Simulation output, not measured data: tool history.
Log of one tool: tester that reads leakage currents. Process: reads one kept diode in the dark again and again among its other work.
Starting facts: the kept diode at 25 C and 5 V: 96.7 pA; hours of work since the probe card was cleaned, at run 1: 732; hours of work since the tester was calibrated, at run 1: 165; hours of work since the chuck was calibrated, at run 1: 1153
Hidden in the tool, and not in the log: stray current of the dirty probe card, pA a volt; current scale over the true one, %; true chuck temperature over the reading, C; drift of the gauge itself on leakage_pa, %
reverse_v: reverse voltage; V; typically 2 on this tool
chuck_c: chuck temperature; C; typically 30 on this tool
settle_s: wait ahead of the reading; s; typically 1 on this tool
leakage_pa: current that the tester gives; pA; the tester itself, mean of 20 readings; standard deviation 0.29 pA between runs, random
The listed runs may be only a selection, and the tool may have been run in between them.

run,hour,reverse_v,chuck_c,settle_s,hours of work since the probe card was cleaned,hours of work since the tester was calibrated,hours of work since the chuck was calibrated,leakage_pa
1,0,2,30,1,732,165,1153,98.9
2,22.5,2,30,1,749,182,1170,98.2
3,51.5,2,30,1,771,204,1192,98.35
4,74.8,2,30,1,789,222,1210,97.92
5,115.4,4.39,30,1,820,252,1240,146.69
6,132.3,4.39,30,1,832,265,1253,146.28
7,157.6,4.39,30,1,852,284,1272,146.28
8,185.4,6.43,30,1,873,305,1293,177.07
9,214.4,2,30,1,895,328,1315,99.19
10,246.4,2,30,3.79,919,352,1340,99.25
11,278.2,2.75,30,1,943,376,1364,116.34
12,301.3,2,30,1,961,393,1381,99.07
13,327.7,2,30,1.68,981,413,1401,99.12
14,363.1,7.14,30,1.68,1007,440,1428,188.38
15,382.8,7.14,30,1.68,1022,455,1443,187.97
16,412.1,7.14,30,1.68,1045,478,1465,188.79
17,440.4,7.14,30,1.68,1066,499,1487,189.34
18,477,7.14,30,1.68,1094,527,1515,190.58
19,504.4,7.14,30,1.68,1115,548,1535,190.85
20,544.8,7.14,30,1.68,1145,578,1566,191.14
21,583.6,5.94,26,1.22,1175,608,1596,127.73
22,599.9,2.04,57,1.14,1187,620,1608,733.32
23,625,2.04,57,1.14,1206,639,1627,737.13
24,648.8,1.22,57,0.91,1224,657,1645,571.14
25,680,13.11,55,1.27,1248,681,1669,1586.82
26,707.8,13.11,55,1.27,1269,702,1690,1593.92
27,738.5,13.11,55,1.34,1292,725,1713,1595.15
28,757.3,13.11,55,1.34,1307,739,1727,1594.79
29,786.2,13.11,55,1.34,1329,761,1749,1589.01
# hour 802.8: probe card cleaned and baked
30,825,2,21,1,17,788,1776,46.29
31,845.4,2,21,1,32,804,1792,46.35
32,885.8,5,28,1.1,63,835,1823,130.5
33,915.1,5,28,1.1,85,857,1845,130.48
34,940.5,5,28,1.1,105,876,1864,130.55
35,973,3.11,26,0.6,129,901,1889,87.77
36,1002.2,1.69,25,5.35,151,923,1911,60.17
37,1041.8,1.15,46,2.15,181,953,1941,257.6

Same runs, no hidden state in the tool, same run-to-run variation:
run,leakage_pa
1,94.71
2,93.96
3,94
4,93.52
5,138.49
6,138
7,137.85
8,165.51
9,94.27
10,94.21
11,109.87
12,93.87
13,93.83
14,174.14
15,173.58
16,174.08
17,174.35
18,175.18
19,175.2
20,175.13
21,115.12
22,709.25
23,712.64
24,552.48
25,1519.45
26,1525.33
27,1525.52
28,1524.59
29,1518.1
30,44.36
31,44.36
32,124.93
33,124.73
34,124.63
35,83.65
36,57.3
37,247.66
